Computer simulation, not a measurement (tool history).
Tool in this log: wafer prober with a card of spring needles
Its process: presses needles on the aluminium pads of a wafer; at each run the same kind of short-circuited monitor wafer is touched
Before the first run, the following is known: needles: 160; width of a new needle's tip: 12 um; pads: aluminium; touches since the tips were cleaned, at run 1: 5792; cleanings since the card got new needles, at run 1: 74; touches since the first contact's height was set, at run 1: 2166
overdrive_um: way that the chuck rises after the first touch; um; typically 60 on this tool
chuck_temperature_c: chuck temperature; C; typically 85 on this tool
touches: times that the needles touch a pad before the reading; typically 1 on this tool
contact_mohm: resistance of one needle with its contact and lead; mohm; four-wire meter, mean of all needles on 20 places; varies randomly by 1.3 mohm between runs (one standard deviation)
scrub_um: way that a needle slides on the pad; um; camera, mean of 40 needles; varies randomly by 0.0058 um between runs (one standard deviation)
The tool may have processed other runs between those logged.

| run | day | overdrive_um | chuck_temperature_c | touches | touches since the tips were cleaned | cleanings since the card got new needles | touches since the first contact's height was set | contact_mohm | scrub_um |
|---|---|---|---|---|---|---|---|---|---|
| 1 | 0.000 | 60 | 85 | 1 | 5792 | 74 | 2166 | 289 | 10.372 |
|  | 0.454 | tips cleaned on abrasive film |
|  | 1.846 | tips cleaned on abrasive film |
| 2 | 2.917 | 60 | 72 | 1 | 6246 | 76 | 19139 | 287 | 10.351 |
|  | 3.233 | tips cleaned on abrasive film |
|  | 4.625 | tips cleaned on abrasive film |
|  | 6.121 | tips cleaned on abrasive film |
| 3 | 6.321 | 58 | 72 | 1 | 1172 | 79 | 38915 | 276 | 9.944 |
|  | 7.667 | tips cleaned on abrasive film |
|  | 9.050 | tips cleaned on abrasive film |
| 4 | 9.050 | 60 | 44 | 1 | 0 | 81 | 54785 | 263 | 10.272 |
|  | 10.321 | tips cleaned on abrasive film |
|  | 11.608 | tips cleaned on abrasive film |
|  | 12.683 | height of the first contact set anew |
| 5 | 12.721 | 60 | 44 | 1 | 6422 | 83 | 217 | 283 | 10.363 |
|  | 13.033 | tips cleaned on abrasive film |
|  | 14.354 | tips cleaned on abrasive film |
| 6 | 15.092 | 56 | 85 | 1 | 4286 | 85 | 13980 | 293 | 9.648 |
|  | 15.825 | tips cleaned on abrasive film |
|  | 17.204 | tips cleaned on abrasive film |
| 7 | 18.075 | 56 | 85 | 1 | 5082 | 87 | 31341 | 293 | 9.624 |
|  | 18.738 | tips cleaned on abrasive film |
|  | 20.262 | tips cleaned on abrasive film |
|  | 21.529 | tips cleaned on abrasive film |
| 8 | 21.529 | 60 | 85 | 1 | 0 | 90 | 51411 | 277 | 10.281 |
|  | 23.038 | tips cleaned on abrasive film |
| 9 | 23.250 | 60 | 85 | 3 | 1243 | 91 | 61440 | 277 | 10.273 |
|  | 24.521 | tips cleaned on abrasive film |
|  | 25.871 | tips cleaned on abrasive film |
|  | 25.883 | height of the first contact set anew |
| 10 | 25.883 | 60 | 85 | 3 | 0 | 93 | 0 | 277 | 10.364 |
|  | 27.238 | tips cleaned on abrasive film |
| 11 | 27.446 | 60 | 85 | 1 | 1205 | 94 | 9094 | 278 | 10.349 |
|  | 28.550 | tips cleaned on abrasive film |
|  | 29.862 | tips cleaned on abrasive film |
| 12 | 29.862 | 60 | 85 | 1 | 0 | 96 | 23153 | 275 | 10.323 |
|  | 31.271 | tips cleaned on abrasive film |
| 13 | 32.046 | 69 | 85 | 1 | 4521 | 97 | 35863 | 286 | 11.862 |
|  | 32.529 | tips cleaned on abrasive film |
|  | 33.896 | tips cleaned on abrasive film |
| 14 | 33.896 | 69 | 85 | 1 | 0 | 99 | 46613 | 276 | 11.836 |
|  | 35.354 | tips cleaned on abrasive film |
|  | 36.646 | tips cleaned on abrasive film |
| 15 | 36.646 | 60 | 85 | 2 | 0 | 101 | 62598 | 277 | 10.267 |
|  | 37.967 | tips cleaned on abrasive film |
|  | 39.158 | height of the first contact set anew |
|  | 39.475 | tips cleaned on abrasive film |
| 16 | 39.829 | 72 | 90 | 1 | 2082 | 103 | 3895 | 282 | 12.427 |
|  | 40.804 | tips cleaned on abrasive film |
|  | 42.142 | tips cleaned on abrasive film |
| 17 | 42.142 | 48 | 48 | 1 | 0 | 105 | 17326 | 268 | 8.248 |
|  | 43.525 | tips cleaned on abrasive film |
|  | 44.808 | tips cleaned on abrasive film |
| 18 | 45.417 | 44 | 85 | 1 | 3547 | 107 | 36385 | 299 | 7.536 |
|  | 46.179 | tips cleaned on abrasive film |
|  | 47.521 | tips cleaned on abrasive film |
| 19 | 48.567 | 66 | 86 | 1 | 6093 | 109 | 54698 | 287 | 11.333 |
|  | 49.029 | tips cleaned on abrasive film |
|  | 50.467 | tips cleaned on abrasive film |
| 20 | 51.308 | 66 | 35 | 1 | 4903 | 111 | 70650 | 276 | 11.281 |
|  | 51.925 | tips cleaned on abrasive film |
|  | 52.500 | height of the first contact set anew |
|  | 53.492 | tips cleaned on abrasive film |
| 21 | 54.217 | 66 | 35 | 1 | 4219 | 113 | 9984 | 273 | 11.377 |
|  | 54.883 | tips cleaned on abrasive film |
|  | 56.258 | tips cleaned on abrasive film |
| 22 | 56.983 | 69 | 35 | 3 | 4239 | 115 | 26093 | 265 | 11.871 |
|  | 57.638 | tips cleaned on abrasive film |
| 23 | 58.775 | 60 | 42 | 1 | 6619 | 116 | 36502 | 282 | 10.306 |
|  | 59.088 | tips cleaned on abrasive film |
|  | 60.388 | tips cleaned on abrasive film |
| 24 | 60.850 | 60 | 42 | 1 | 2717 | 118 | 48572 | 275 | 10.286 |
|  | 61.721 | tips cleaned on abrasive film |
|  | 63.133 | tips cleaned on abrasive film |
|  | 64.412 | tips cleaned on abrasive film |
| 25 | 64.412 | 53 | 40 | 1 | 0 | 121 | 69260 | 265 | 9.032 |
|  | 65.558 | height of the first contact set anew |
|  | 65.854 | tips cleaned on abrasive film |
| 26 | 67.042 | 59 | 97 | 1 | 6931 | 122 | 8622 | 298 | 10.175 |
|  | 67.229 | tips cleaned on abrasive film |
|  | 68.638 | tips cleaned on abrasive film |
|  | 69.938 | tips cleaned on abrasive film |
| 27 | 70.583 | 54 | 40 | 1 | 3780 | 125 | 29212 | 281 | 9.268 |
|  | 71.238 | tips cleaned on abrasive film |
| 28 | 72.254 | 54 | 40 | 1 | 5912 | 126 | 38923 | 288 | 9.265 |
|  | 72.796 | tips cleaned on abrasive film |
|  | 74.079 | tips cleaned on abrasive film |
| 29 | 74.079 | 57 | 62 | 2 | 0 | 128 | 49536 | 271 | 9.743 |

Branching from run 29: 5 alternative next runs. What would each branch give?
|  | 75.388 | tips cleaned on abrasive film |
| A | 76.338 | 51 | 26 | 2 | 5538 | 129 | 62665 | ? | ? |
|  | 75.388 | tips cleaned on abrasive film |
| B | 76.338 | 60 | 75 | 1 | 5538 | 129 | 62665 | ? | ? |
|  | 75.388 | tips cleaned on abrasive film |
| C | 76.338 | 51 | 48 | 2 | 5538 | 129 | 62665 | ? | ? |
|  | 75.388 | tips cleaned on abrasive film |
| D | 76.338 | 65 | 77 | 1 | 5538 | 129 | 62665 | ? | ? |
|  | 75.388 | tips cleaned on abrasive film |
| E | 76.338 | 77 | 97 | 1 | 5538 | 129 | 62665 | ? | ? |

| run | contact_mohm | scrub_um |
|---|---|---|
| A | 273 | 8.700 |
| B | 291 | 10.249 |
| C | 280 | 8.697 |
| D | 289 | 11.109 |
| E | 285 | 13.182 |
Stripped of hidden state, with their random variation kept, the same runs would have yielded:
| run | contact_mohm | scrub_um |
|---|---|---|
| A | 257 | 8.815 |
| B | 273 | 10.364 |
| C | 265 | 8.813 |
| D | 273 | 11.225 |
| E | 275 | 13.297 |

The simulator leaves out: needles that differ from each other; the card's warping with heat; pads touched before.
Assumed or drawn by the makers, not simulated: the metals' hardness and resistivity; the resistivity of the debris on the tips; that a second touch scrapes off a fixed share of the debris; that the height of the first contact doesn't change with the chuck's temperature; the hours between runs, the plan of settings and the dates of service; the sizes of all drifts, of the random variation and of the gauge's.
